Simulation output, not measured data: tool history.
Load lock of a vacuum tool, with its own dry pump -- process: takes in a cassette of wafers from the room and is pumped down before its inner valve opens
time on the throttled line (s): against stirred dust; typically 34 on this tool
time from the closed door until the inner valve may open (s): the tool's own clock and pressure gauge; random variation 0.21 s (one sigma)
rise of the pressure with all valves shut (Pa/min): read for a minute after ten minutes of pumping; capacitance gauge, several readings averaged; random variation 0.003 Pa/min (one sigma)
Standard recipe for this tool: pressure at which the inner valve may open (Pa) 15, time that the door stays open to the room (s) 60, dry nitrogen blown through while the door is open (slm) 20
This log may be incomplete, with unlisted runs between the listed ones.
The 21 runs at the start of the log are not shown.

run,hour,time on the throttled line (s),pressure at which the inner valve may open (Pa),time that the door stays open to the room (s),dry nitrogen blown through while the door is open (slm),"incoming humidity of the room's air, %",time from the closed door until the inner valve may open (s),rise of the pressure with all valves shut (Pa/min)
22,1384.8,34,15,60,12,41.8,52.7,0.188
23,1427.9,17,19,190,12,44.3,38.1,0.214
24,1493.4,17,19,190,12,41,38.5,0.213
25,1586.8,34,15,31,32,45.5,52.6,0.18
26,1639.9,51,15,29,5,43.6,66.8,0.195
27,1720.2,51,15,29,5,44.3,66.5,0.194
28,1764.8,34,15,60,36,43.1,53,0.184
29,1842.1,34,25,48,17,43.4,50.8,0.19
30,1888,34,25,48,17,45.7,51.8,0.205
31,1935.1,34,25,48,17,45.4,51.4,0.202
32,2004.7,23,17,48,9,43.2,43.4,0.206
33,2075.9,48,17,30,9,45.8,64.1,0.197
34,2163.9,48,17,30,9,48.5,64,0.198
35,2237.4,48,19,30,9,46.4,63.4,0.208
36,2298.7,48,19,30,9,45.5,63.2,0.206
37,2359,48,19,30,9,45.5,63.4,0.206
38,2430.3,58,19,30,17,43.7,71.9,0.198

Alternative continuations, all from the tool just after run 38; predict every row:
A,2515.4,58,16,30,17,44.7,?,?
B,2515.4,58,21,30,28,44,?,?
C,2515.4,34,24,44,20,45.2,?,?

run,time from the closed door until the inner valve may open (s),rise of the pressure with all valves shut (Pa/min)
A,72.3,0.208
B,71.6,0.202
C,51.6,0.211
The same runs, with their run-to-run variation unchanged, on a tool lacking any hidden condition would have given:
run,time from the closed door until the inner valve may open (s),rise of the pressure with all valves shut (Pa/min)
A,72,0.032
B,71.3,0.029
C,51.2,0.037
